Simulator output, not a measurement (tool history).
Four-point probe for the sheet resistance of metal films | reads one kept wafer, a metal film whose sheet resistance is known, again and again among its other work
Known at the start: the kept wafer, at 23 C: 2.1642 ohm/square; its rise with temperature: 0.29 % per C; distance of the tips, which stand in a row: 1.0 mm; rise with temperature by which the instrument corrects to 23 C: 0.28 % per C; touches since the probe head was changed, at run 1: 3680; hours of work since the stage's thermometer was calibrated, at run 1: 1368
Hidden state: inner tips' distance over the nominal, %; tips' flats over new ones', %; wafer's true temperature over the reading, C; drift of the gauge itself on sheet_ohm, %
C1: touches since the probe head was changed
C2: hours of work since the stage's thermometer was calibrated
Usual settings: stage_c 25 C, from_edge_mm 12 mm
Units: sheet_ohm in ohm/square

Run 1, hour 0.0: usual settings; C1 3680; C2 1368. Result: sheet_ohm 2.172884 ohm/square.
Run 2, hour 10.6: usual settings; C1 3900; C2 1373. Result: sheet_ohm 2.172197 ohm/square.
Run 3, hour 22.6: usual settings; C1 4148; C2 1378. Result: sheet_ohm 2.173367 ohm/square.
Run 4, hour 36.9: usual settings but stage_c 21 C; C1 4445; C2 1385. Result: sheet_ohm 2.172052 ohm/square.
Run 5, hour 45.3: usual settings but from_edge_mm 41 mm; C1 4619; C2 1389. Result: sheet_ohm 2.165877 ohm/square.
Run 6, hour 62.1: usual settings; C1 4968; C2 1397. Result: sheet_ohm 2.173417 ohm/square.
Run 7, hour 72.4: usual settings but stage_c 32 C; C1 5183; C2 1401. Result: sheet_ohm 2.175013 ohm/square.
Run 8, hour 87.4: usual settings but stage_c 32 C; C1 5493; C2 1408. Result: sheet_ohm 2.175043 ohm/square.
Run 9, hour 98.9: usual settings but stage_c 32 C; C1 5731; C2 1414. Result: sheet_ohm 2.174750 ohm/square.
Run 10, hour 111.3: usual settings but stage_c 32 C, from_edge_mm 10 mm; C1 5989; C2 1419. Result: sheet_ohm 2.177841 ohm/square.
Run 11, hour 122.0: usual settings but stage_c 32 C, from_edge_mm 10 mm; C1 6211; C2 1424. Result: sheet_ohm 2.178449 ohm/square.
Run 12, hour 133.9: usual settings; C1 6458; C2 1430. Result: sheet_ohm 2.172393 ohm/square.
Run 13, hour 149.3: usual settings but from_edge_mm 15 mm; C1 6777; C2 1437. Result: sheet_ohm 2.170164 ohm/square.
Run 14, hour 163.5: usual settings but from_edge_mm 15 mm; C1 7072; C2 1444. Result: sheet_ohm 2.169427 ohm/square.
Run 15, hour 172.7: usual settings but from_edge_mm 15 mm; C1 7265; C2 1448. Result: sheet_ohm 2.170476 ohm/square.
At hour 174.4: stage's thermometer calibrated.
Run 16, hour 181.8: usual settings but from_edge_mm 15 mm; C1 7441; C2 3. Result: sheet_ohm 2.170678 ohm/square.
Run 17, hour 189.6: usual settings; C1 7604; C2 7. Result: sheet_ohm 2.174143 ohm/square.
Run 18, hour 201.7: usual settings but from_edge_mm 4 mm; C1 7855; C2 13. Result: sheet_ohm 2.236459 ohm/square.
Run 19, hour 208.8: usual settings but from_edge_mm 4 mm; C1 8002; C2 16. Result: sheet_ohm 2.236842 ohm/square.
Run 20, hour 223.6: usual settings but from_edge_mm 4 mm; C1 8309; C2 23. Result: sheet_ohm 2.235945 ohm/square.
Run 21, hour 232.6: usual settings but from_edge_mm 4 mm; C1 8497; C2 27. Result: sheet_ohm 2.236039 ohm/square.
Run 22, hour 244.0: usual settings but stage_c 24 C, from_edge_mm 14 mm; C1 8732; C2 32. Result: sheet_ohm 2.171864 ohm/square.
Run 23, hour 254.2: usual settings but stage_c 24 C, from_edge_mm 14 mm; C1 8945; C2 37. Result: sheet_ohm 2.171051 ohm/square.
At hour 255.4: stage's thermometer calibrated, once more.
Run 24, hour 263.0: usual settings but stage_c 24 C, from_edge_mm 14 mm; C1 9117; C2 3. Result: sheet_ohm 2.167072 ohm/square.
Run 25, hour 277.1: usual settings but stage_c 24 C, from_edge_mm 14 mm; C1 9409; C2 10. Result: sheet_ohm 2.166958 ohm/square.
Run 26, hour 289.9: usual settings but stage_c 24 C, from_edge_mm 14 mm; C1 9676; C2 16. Result: sheet_ohm 2.167424 ohm/square.
Run 27, hour 300.7: usual settings but stage_c 24 C, from_edge_mm 14 mm; C1 9899; C2 21. Result: sheet_ohm 2.166995 ohm/square.
Run 28, hour 310.1: usual settings but stage_c 24 C, from_edge_mm 14 mm; C1 10094; C2 25. Result: sheet_ohm 2.166486 ohm/square.
Run 29, hour 322.6: usual settings but stage_c 24 C, from_edge_mm 14 mm; C1 10354; C2 31. Result: sheet_ohm 2.167092 ohm/square.
Run 30, hour 339.9: usual settings but stage_c 24 C, from_edge_mm 15 mm; C1 10712; C2 39. Result: sheet_ohm 2.166090 ohm/square.
Run 31, hour 354.7: usual settings but stage_c 23 C, from_edge_mm 37 mm; C1 11021; C2 46. Result: sheet_ohm 2.161772 ohm/square.
Run 32, hour 369.7: usual settings but stage_c 27 C; C1 11331; C2 53. Result: sheet_ohm 2.169806 ohm/square.
Run 33, hour 377.2: usual settings but stage_c 31 C, from_edge_mm 16 mm; C1 11488; C2 56. Result: sheet_ohm 2.166723 ohm/square.
Run 34, hour 392.1: usual settings but stage_c 31 C, from_edge_mm 17 mm; C1 11795; C2 63. Result: sheet_ohm 2.167141 ohm/square.
Run 35, hour 406.0: usual settings but stage_c 22 C, from_edge_mm 50 mm; C1 12084; C2 70. Result: sheet_ohm 2.159784 ohm/square.
Run 36, hour 422.6: usual settings but stage_c 28 C, from_edge_mm 44 mm; C1 12429; C2 77. Result: sheet_ohm 2.161997 ohm/square.
Run 37, hour 431.4: usual settings but stage_c 26 C, from_edge_mm 3 mm; C1 12611; C2 81. Result: sheet_ohm 2.283073 ohm/square.
Run 38, hour 447.0: usual settings but from_edge_mm 48 mm; C1 12936; C2 88. Result: sheet_ohm 2.162105 ohm/square.
Run 39, hour 464.0: usual settings but from_edge_mm 48 mm; C1 13289; C2 96. Result: sheet_ohm 2.161449 ohm/square.

Forecast each of these 3 alternatives for the next run:
Run A, hour 475.8: usual settings but stage_c 27 C; C1 13533; C2 102. Result: sheet_ohm ?.
Run B, hour 475.8: usual settings but stage_c 19 C, from_edge_mm 48 mm; C1 13533; C2 102. Result: sheet_ohm ?.
Run C, hour 475.8: usual settings but stage_c 27 C, from_edge_mm 14 mm; C1 13533; C2 102. Result: sheet_ohm ?.

run  sheet_ohm
  A   2.169400
  B   2.159494
  C   2.166947
Without the tool's hidden state the same runs would have given:
run  sheet_ohm
  A   2.173222
  B   2.163302
  C   2.170764

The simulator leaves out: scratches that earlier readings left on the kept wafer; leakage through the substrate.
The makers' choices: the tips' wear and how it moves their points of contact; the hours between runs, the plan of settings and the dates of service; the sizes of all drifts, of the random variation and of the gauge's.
